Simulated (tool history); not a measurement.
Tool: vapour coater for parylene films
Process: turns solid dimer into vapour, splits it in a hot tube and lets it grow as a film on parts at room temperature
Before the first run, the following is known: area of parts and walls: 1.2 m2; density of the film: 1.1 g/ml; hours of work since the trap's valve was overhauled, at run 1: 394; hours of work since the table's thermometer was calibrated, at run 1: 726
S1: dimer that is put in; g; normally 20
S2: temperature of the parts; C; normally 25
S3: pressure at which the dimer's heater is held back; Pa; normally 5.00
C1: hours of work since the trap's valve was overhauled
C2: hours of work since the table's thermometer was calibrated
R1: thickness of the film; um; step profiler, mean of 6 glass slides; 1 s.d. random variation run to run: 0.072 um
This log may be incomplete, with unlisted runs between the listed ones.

Run 1, day 0.000: usual settings; C1 394; C2 726. Result: R1 7.72 um.
Run 2, day 1.746: usual settings; C1 423; C2 755. Result: R1 7.68 um.
Run 3, day 4.504: usual settings; C1 469; C2 801. Result: R1 7.41 um.
Run 4, day 5.925: usual settings; C1 493; C2 824. Result: R1 7.63 um.
At day 7.917: trap's valve overhauled.
Run 5, day 8.467: usual settings; C1 9; C2 864. Result: R1 8.75 um.
Run 6, day 10.108: usual settings; C1 37; C2 891. Result: R1 8.71 um.
At day 10.912: table's thermometer calibrated.
Run 7, day 12.842: usual settings but S3 5.98 Pa; C1 81; C2 32. Result: R1 8.30 um.
Run 8, day 15.071: usual settings but S2 18 C; C1 119; C2 69. Result: R1 9.61 um.
Run 9, day 17.246: usual settings but S2 22 C; C1 155; C2 106. Result: R1 8.62 um.
Run 10, day 20.158: usual settings; C1 203; C2 154. Result: R1 8.23 um.
Run 11, day 22.312: usual settings; C1 239; C2 190. Result: R1 8.13 um.
Run 12, day 24.342: usual settings; C1 273; C2 224. Result: R1 7.95 um.
Run 13, day 25.596: usual settings; C1 294; C2 245. Result: R1 7.95 um.
Run 14, day 26.992: usual settings; C1 317; C2 268. Result: R1 7.83 um.
Run 15, day 28.833: usual settings but S2 21 C; C1 348; C2 299. Result: R1 8.48 um.
Run 16, day 31.696: usual settings but S2 21 C; C1 396; C2 346. Result: R1 8.44 um.
Run 17, day 33.004: usual settings but S3 3.26 Pa; C1 417; C2 368. Result: R1 7.91 um.
Run 18, day 34.267: usual settings but S1 10 g, S2 18 C, S3 2.21 Pa; C1 438; C2 389. Result: R1 4.60 um.
Run 19, day 37.096: usual settings but S1 15 g, S3 4.75 Pa; C1 485; C2 436. Result: R1 5.61 um.
At day 39.454: trap's valve overhauled.
Run 20, day 39.721: usual settings but S1 15 g, S3 4.75 Pa; C1 4; C2 477. Result: R1 6.46 um.
Run 21, day 42.429: usual settings but S1 15 g, S3 4.75 Pa; C1 50; C2 522. Result: R1 6.56 um.
Run 22, day 44.408: usual settings but S1 15 g, S3 4.75 Pa; C1 83; C2 555. Result: R1 6.46 um.
Run 23, day 47.392: usual settings but S1 11 g, S2 32 C, S3 2.55 Pa; C1 132; C2 605. Result: R1 4.17 um.
Run 24, day 49.592: usual settings but S1 10 g, S2 30 C, S3 3.89 Pa; C1 169; C2 642. Result: R1 3.93 um.
Run 25, day 52.567: usual settings but S1 10 g, S2 30 C, S3 3.89 Pa; C1 218; C2 691. Result: R1 3.82 um.
Run 26, day 54.758: usual settings but S1 10 g, S2 30 C, S3 3.89 Pa; C1 255; C2 728. Result: R1 3.71 um.
Run 27, day 56.288: usual settings but S1 15 g, S2 22 C; C1 280; C2 753. Result: R1 6.42 um.
Run 28, day 58.188: usual settings but S3 11.70 Pa; C1 312; C2 785. Result: R1 7.71 um.
Run 29, day 60.592: usual settings but S1 28 g, S2 26 C, S3 4.26 Pa; C1 352; C2 825. Result: R1 11.05 um.
Run 30, day 63.538: usual settings but S2 35 C; C1 401; C2 874. Result: R1 6.48 um.
At day 65.217: table's thermometer calibrated.
Run 31, day 66.562: usual settings but S2 35 C; C1 451; C2 22. Result: R1 6.37 um.
Run 32, day 68.083: usual settings but S1 22 g, S2 17 C, S3 9.59 Pa; C1 476; C2 48. Result: R1 9.37 um.
Run 33, day 69.621: usual settings but S1 22 g, S2 17 C, S3 9.59 Pa; C1 502; C2 73. Result: R1 9.11 um.
At day 70.983: trap's valve overhauled.
Run 34, day 72.346: usual settings but S1 24 g, S2 30 C, S3 2.95 Pa; C1 23; C2 116. Result: R1 9.62 um.

What differs in the tool's unlogged condition from the final listed run ahead of each entry between runs to the first listed run following it?
In the gap between runs 4 and 5: trap's valve overhauled (day 7.917)
  vapour lost through the trap's worn valve, %: 14.4 -> 0.9; true temperature of the parts over the reading, C: -0.9 -> -0.95
  the result without the hidden state subtracted from the measured one, R1: -1.13 -> +0.08 um
In the gap between runs 6 and 7: table's thermometer calibrated (day 10.912)
  vapour lost through the trap's worn valve, %: 1.7 -> 2.8; true temperature of the parts over the reading, C: -0.99 -> 0
  the result without the hidden state subtracted from the measured one, R1: +0.02 -> -0.24 um
In the gap between runs 19 and 20: trap's valve overhauled (day 39.454)
  vapour lost through the trap's worn valve, %: 13.3 -> 0.2; true temperature of the parts over the reading, C: -0.52 -> -0.57
  the result without the hidden state subtracted from the measured one, R1: -0.80 -> +0.06 um
In the gap between runs 30 and 31: table's thermometer calibrated (day 65.217)
  vapour lost through the trap's worn valve, %: 10.9 -> 12.2; true temperature of the parts over the reading, C: -1.1 -> -0.13
  the result without the hidden state subtracted from the measured one, R1: -0.64 -> -0.86 um
In the gap between runs 33 and 34: trap's valve overhauled (day 70.983)
  vapour lost through the trap's worn valve, %: 13.5 -> 0.6; true temperature of the parts over the reading, C: -0.2 -> -0.25
  the result without the hidden state subtracted from the measured one, R1: -1.38 -> -0.02 um
